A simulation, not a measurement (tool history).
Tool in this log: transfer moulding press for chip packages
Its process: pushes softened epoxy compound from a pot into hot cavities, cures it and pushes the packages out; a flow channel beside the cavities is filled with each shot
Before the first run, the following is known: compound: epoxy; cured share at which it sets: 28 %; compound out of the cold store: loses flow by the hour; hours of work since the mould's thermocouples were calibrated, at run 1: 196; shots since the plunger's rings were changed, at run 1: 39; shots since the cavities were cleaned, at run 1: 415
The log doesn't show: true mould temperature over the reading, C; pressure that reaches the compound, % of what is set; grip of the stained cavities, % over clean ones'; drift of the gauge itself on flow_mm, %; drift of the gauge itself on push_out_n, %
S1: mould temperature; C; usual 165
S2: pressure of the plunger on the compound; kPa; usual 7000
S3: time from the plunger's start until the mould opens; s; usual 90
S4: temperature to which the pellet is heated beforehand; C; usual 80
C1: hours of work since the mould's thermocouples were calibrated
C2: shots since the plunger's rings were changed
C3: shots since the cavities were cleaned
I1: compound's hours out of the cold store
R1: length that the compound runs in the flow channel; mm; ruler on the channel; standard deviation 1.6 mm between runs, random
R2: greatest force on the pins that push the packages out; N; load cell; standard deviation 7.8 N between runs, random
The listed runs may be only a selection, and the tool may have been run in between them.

run	hour	S1	S2	S3	S4	C1	C2	C3	I1	R1	R2
1	0	165	7000	90	80	196	39	415	37.2	481	506
2	8.8	165	7000	90	80	201	141	517	33.9	494	536
3	13.3	165	7000	90	80	204	193	569	46.4	452	532
4	20.2	168	7000	90	80	208	273	649	27.6	507	471
5	28.9	172	7000	90	80	213	372	748	9.5	566	435
6	39.6	172	7000	90	80	220	496	872	26.7	505	440
7	44.8	165	7000	90	80	223	557	933	8.4	586	728
8	49.3	165	7000	90	80	226	609	985	36.4	482	628
# hour 52.1: cavities cleaned with cleaning compound and waxed
9	59.3	165	7000	90	80	231	707	84	47	447	781
10	67.4	165	7000	90	80	237	800	177	46.3	448	779
11	73.1	170	7000	90	75	240	867	244	14.6	547	653
12	83.7	165	7000	90	87	247	988	365	24.5	518	773
13	91.6	165	7000	90	87	252	1080	457	11.4	568	867
14	98	165	5920	101	87	256	1154	531	19.8	493	652

Estimate the outcome of run 15 from the log above:
15	105.1	165	5920	101	87	260	1236	613	10.9	?	?

Run 15 yielded R1 522 mm, R2 652 N.
Were there no unlogged condition in the tool, this run, its random variation unchanged, would have produced R1 531 mm, R2 271 N.
